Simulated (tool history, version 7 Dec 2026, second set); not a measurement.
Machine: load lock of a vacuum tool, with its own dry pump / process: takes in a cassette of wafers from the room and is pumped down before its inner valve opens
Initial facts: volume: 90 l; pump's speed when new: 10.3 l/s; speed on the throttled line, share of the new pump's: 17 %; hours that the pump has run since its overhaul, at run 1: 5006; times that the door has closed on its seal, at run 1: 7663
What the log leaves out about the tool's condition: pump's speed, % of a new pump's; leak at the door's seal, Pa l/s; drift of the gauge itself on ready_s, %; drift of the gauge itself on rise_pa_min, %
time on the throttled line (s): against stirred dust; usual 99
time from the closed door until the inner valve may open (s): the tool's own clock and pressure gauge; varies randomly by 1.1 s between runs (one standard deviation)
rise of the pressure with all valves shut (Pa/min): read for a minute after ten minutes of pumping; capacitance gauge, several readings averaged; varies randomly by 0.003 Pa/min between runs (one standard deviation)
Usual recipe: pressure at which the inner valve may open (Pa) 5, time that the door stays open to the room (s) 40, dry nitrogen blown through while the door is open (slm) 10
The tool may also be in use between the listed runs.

run,hour,time on the throttled line (s),pressure at which the inner valve may open (Pa),time that the door stays open to the room (s),dry nitrogen blown through while the door is open (slm),hours that the pump has run since its overhaul,times that the door has closed on its seal,"incoming humidity of the room's air, %",time from the closed door until the inner valve may open (s),rise of the pressure with all valves shut (Pa/min)
1,0.0,99,5,40,10,5006,7663,44.6,179.8,0.057
2,355.6,99,5,40,10,5361,9121,43.4,182.8,0.068
3,942.5,99,5,77,10,5948,11528,43.9,185.1,0.102
4,1364.7,99,5,77,10,6371,13259,43.7,186.4,0.113
5,1703.0,99,5,40,10,6709,14647,45.6,185.9,0.122
6,2025.4,60,5,40,10,7031,15969,45.9,157.4,0.134
7,2387.0,60,5,40,10,7393,17452,44.4,158.6,0.156
8,2786.4,60,5,40,12,7792,19090,42.5,161.7,0.172
9,3137.4,60,5,40,12,8143,20530,45.8,160.1,0.194
10,3498.8,60,5,40,12,8505,22012,44.7,163.5,0.215
11,4122.0,99,5,40,10,9128,24568,47.9,196.2,0.252
12,4401.8,99,5,40,10,9408,25715,45.2,195.1,0.273
# hour 4476.9: dry pump taken out, an overhauled one fitted
13,4924.8,99,5,40,10,448,27836,46.0,172.9,0.295
14,5332.1,99,5,76,10,855,29506,46.0,175.1,0.336
15,5589.8,99,5,76,10,1113,30563,46.2,172.2,0.362
16,5863.5,99,5,40,10,1387,31685,44.0,172.4,0.370
17,6134.8,99,5,40,10,1658,32798,42.5,174.7,0.384
18,6573.8,99,5,40,10,2097,34599,46.9,177.9,0.422
19,6973.7,99,5,40,10,2497,36239,46.0,177.2,0.461
20,7443.9,60,5,40,13,2967,38167,47.1,148.1,0.496
21,7738.3,180,5,102,10,3261,39374,45.9,244.2,0.537
# hour 7889.9: door's seal changed, seat wiped
22,8354.2,180,5,102,10,3876,1904,44.6,248.0,0.041
23,8686.6,180,5,102,10,4208,3267,42.2,246.9,0.045
24,9288.7,183,5,102,15,4810,5737,47.4,247.6,0.066
25,9692.3,136,5,211,7,5214,7392,46.1,216.5,0.096
26,10079.3,99,9,53,10,5601,8979,48.1,177.9,0.083
27,10393.1,99,9,204,5,5915,10266,46.8,180.3,0.125
28,10813.4,78,4,163,8,6335,11990,43.7,173.4,0.122
29,11193.0,99,7,40,4,6715,13546,45.6,182.8,0.124
30,11546.6,99,7,40,4,7068,14997,44.9,185.1,0.137
31,12152.2,99,7,40,8,7674,17480,43.4,187.3,0.160
32,12489.7,99,7,40,8,8011,18864,46.9,190.8,0.179
33,13011.6,81,7,40,23,8533,21005,47.8,174.7,0.190
34,13425.5,84,6,63,10,8947,22702,43.5,182.1,0.237
35,13795.5,51,7,188,10,9317,24220,44.0,154.0,0.266
# hour 13976.9: dry pump taken out, an overhauled one fitted
36,14170.8,51,7,188,10,194,25734,46.4,129.6,0.296

Measured less the same run without the tool's hidden state. The same run-to-run variation is in both; the gauge's scatter may not be:
run,time from the closed door until the inner valve may open (s),rise of the pressure with all valves shut (Pa/min)
1,+11.4,+0.037
2,+12.5,+0.049
3,+14.2,+0.069
4,+15.5,+0.085
5,+16.6,+0.102
6,+18.9,+0.112
7,+20.4,+0.132
8,+22.1,+0.151
9,+23.0,+0.169
10,+24.7,+0.189
11,+25.3,+0.230
12,+26.1,+0.248
13,+2.2,+0.279
14,+3.2,+0.303
15,+3.6,+0.327
16,+4.3,+0.342
17,+5.1,+0.367
18,+6.2,+0.399
19,+7.0,+0.435
20,+9.0,+0.475
21,+7.2,+0.504
22,+8.3,+0.007
23,+9.0,+0.014
24,+10.0,+0.030
25,+12.9,+0.042
26,+13.5,+0.052
27,+14.4,+0.060
28,+18.6,+0.077
29,+16.9,+0.093
30,+18.3,+0.109
31,+20.2,+0.136
32,+21.5,+0.151
33,+23.8,+0.177
34,+25.9,+0.204
35,+28.4,+0.222
36,+0.6,+0.245
